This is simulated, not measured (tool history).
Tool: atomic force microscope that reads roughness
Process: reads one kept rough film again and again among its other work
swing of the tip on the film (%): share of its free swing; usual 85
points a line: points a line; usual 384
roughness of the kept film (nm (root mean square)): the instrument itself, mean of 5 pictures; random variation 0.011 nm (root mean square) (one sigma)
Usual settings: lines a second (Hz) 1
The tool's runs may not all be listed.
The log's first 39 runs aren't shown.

run   hour  lines a second (Hz)  swing of the tip on the film (%)  points a line  roughness of the kept film (nm (root mean square))
 40  438.4                 2.82                                77            770                                               2.051
 41  446.1                 2.82                                77            770                                               2.016
 42  454.7                    1                                85            757                                               2.242
 43  469.9                 0.85                                85            767                                               2.237
 44  481.1                 0.86                                63            691                                                2.38
 45  488.2                 1.36                                87            781                                               2.049
     492.8  -- new tip fitted
 46  502.3                 3.34                                64            443                                               2.398
 47  513.4                    1                                78            529                                               2.476
 48  526.5                 1.09                                85            384                                               2.343
 49    536                 0.66                                85            382                                               2.446
 50  548.9                 0.63                                82            622                                               2.417
 51  559.2                    1                                68            300                                               2.456
 52  571.9                 2.19                                85            384                                               1.991

Forecast each of these 5 alternatives for the next run:
  A  583.9                 1.02                                68            275                                                   ?
  B  583.9                 2.83                                58            355                                                   ?
  C  583.9                 1.66                                64            518                                                   ?
  D  583.9                    1                                66            384                                                   ?
  E  583.9                 2.19                                57            384                                                   ?

run  roughness of the kept film (nm (root mean square))
  A                                               2.371
  B                                               2.344
  C                                               2.364
  D                                               2.406
  E                                               2.397
Without the tool's hidden state the same runs would have given:
run  roughness of the kept film (nm (root mean square))
  A                                               2.598
  B                                               2.568
  C                                               2.591
  D                                               2.636
  E                                               2.626

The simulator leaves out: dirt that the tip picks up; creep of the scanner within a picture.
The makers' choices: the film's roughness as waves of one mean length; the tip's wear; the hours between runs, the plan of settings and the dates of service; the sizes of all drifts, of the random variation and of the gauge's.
